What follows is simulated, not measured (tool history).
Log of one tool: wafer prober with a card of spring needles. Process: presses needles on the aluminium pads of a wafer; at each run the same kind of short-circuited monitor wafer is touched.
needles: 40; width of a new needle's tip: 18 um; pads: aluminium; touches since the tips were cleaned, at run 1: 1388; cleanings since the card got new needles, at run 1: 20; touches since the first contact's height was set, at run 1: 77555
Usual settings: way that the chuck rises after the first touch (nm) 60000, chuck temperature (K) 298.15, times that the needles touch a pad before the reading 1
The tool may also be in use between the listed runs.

run,day,way that the chuck rises after the first touch (nm),chuck temperature (K),times that the needles touch a pad before the reading,touches since the tips were cleaned,cleanings since the card got new needles,touches since the first contact's height was set,resistance of one needle with its contact and lead (mohm),way that a needle slides on the pad (nm)
1,0,60000,298.15,1,1388,20,77555,213,7950
# day 0.25: tips cleaned on abrasive film
# day 0.646: tips cleaned on abrasive film
2,0.646,60000,298.15,1,0,22,84467,205,7860
# day 1.008: tips cleaned on abrasive film
# day 1.379: tips cleaned on abrasive film
3,1.379,60000,298.15,1,0,24,92315,205,7760
# day 1.746: tips cleaned on abrasive film
4,2.075,60000,327.15,1,3563,25,99808,247,7800
# day 2.15: tips cleaned on abrasive film
5,2.475,60000,298.15,1,3532,26,104083,238,7670
# day 2.554: tips cleaned on abrasive film
# day 2.917: tips cleaned on abrasive film
6,3.021,46000,298.15,1,1152,28,109906,236,5870
# day 3.262: tips cleaned on abrasive film
# day 3.646: tips cleaned on abrasive film
7,3.858,60000,298.15,1,2314,30,118854,228,7810
# day 4: tips cleaned on abrasive film
# day 4.362: tips cleaned on abrasive film
8,4.675,60000,375.15,1,3391,32,127614,252,7630
# day 4.738: tips cleaned on abrasive film
# day 4.804: tips cleaned on abrasive film, once more
# day 5.154: tips cleaned on abrasive film
9,5.442,60000,375.15,1,3087,35,135754,245,7580
# day 5.554: tips cleaned on abrasive film
# day 5.908: tips cleaned on abrasive film
10,6.154,60000,310.15,1,2639,37,143379,234,7650
# day 6.271: tips cleaned on abrasive film
11,6.604,60000,306.15,1,3578,38,148205,246,7660
# day 6.675: tips cleaned on abrasive film
# day 7.05: tips cleaned on abrasive film
# day 7.404: tips cleaned on abrasive film
12,7.425,60000,306.15,1,223,41,156971,212,7520
# day 7.788: tips cleaned on abrasive film
# day 8.167: tips cleaned on abrasive film
# day 8.204: height of the first contact set anew
13,8.204,60000,320.15,1,279,43,0,210,8030
# day 8.571: tips cleaned on abrasive film
14,8.896,60000,298.15,1,3505,44,7444,233,8160
# day 8.938: tips cleaned on abrasive film
# day 9.312: tips cleaned on abrasive film
# day 9.696: tips cleaned on abrasive film
15,9.738,60000,383.15,1,492,47,16442,225,8010
# day 10.083: tips cleaned on abrasive film
16,10.192,60000,383.15,1,1199,48,21310,231,8020
# day 10.483: tips cleaned on abrasive film
17,10.708,60000,383.15,1,2454,49,26839,245,8120
# day 10.858: tips cleaned on abrasive film
# day 11.221: tips cleaned on abrasive film
18,11.55,60000,383.15,1,3576,51,35854,250,8110
# day 11.617: tips cleaned on abrasive film
# day 11.979: tips cleaned on abrasive film
19,12.05,60000,310.15,1,794,53,41191,216,8160
# day 12.362: tips cleaned on abrasive film
# day 12.725: tips cleaned on abrasive film
20,12.758,42000,305.15,2,334,55,48731,216,5700
# day 13.083: tips cleaned on abrasive film
21,13.275,42000,305.15,2,2078,56,54289,238,5530

The next listed run, before its measurement:
# day 13.446: tips cleaned on abrasive film
# day 13.817: tips cleaned on abrasive film
22,13.842,70000,328.15,2,270,58,60351,?,?

{"run 22": {"resistance of one needle with its contact and lead (mohm)": 211, "way that a needle slides on the pad (nm)": 9410}}
Without the tool's hidden state the same run would have given resistance of one needle with its contact and lead (mohm) 207, way that a needle slides on the pad (nm) 9550.

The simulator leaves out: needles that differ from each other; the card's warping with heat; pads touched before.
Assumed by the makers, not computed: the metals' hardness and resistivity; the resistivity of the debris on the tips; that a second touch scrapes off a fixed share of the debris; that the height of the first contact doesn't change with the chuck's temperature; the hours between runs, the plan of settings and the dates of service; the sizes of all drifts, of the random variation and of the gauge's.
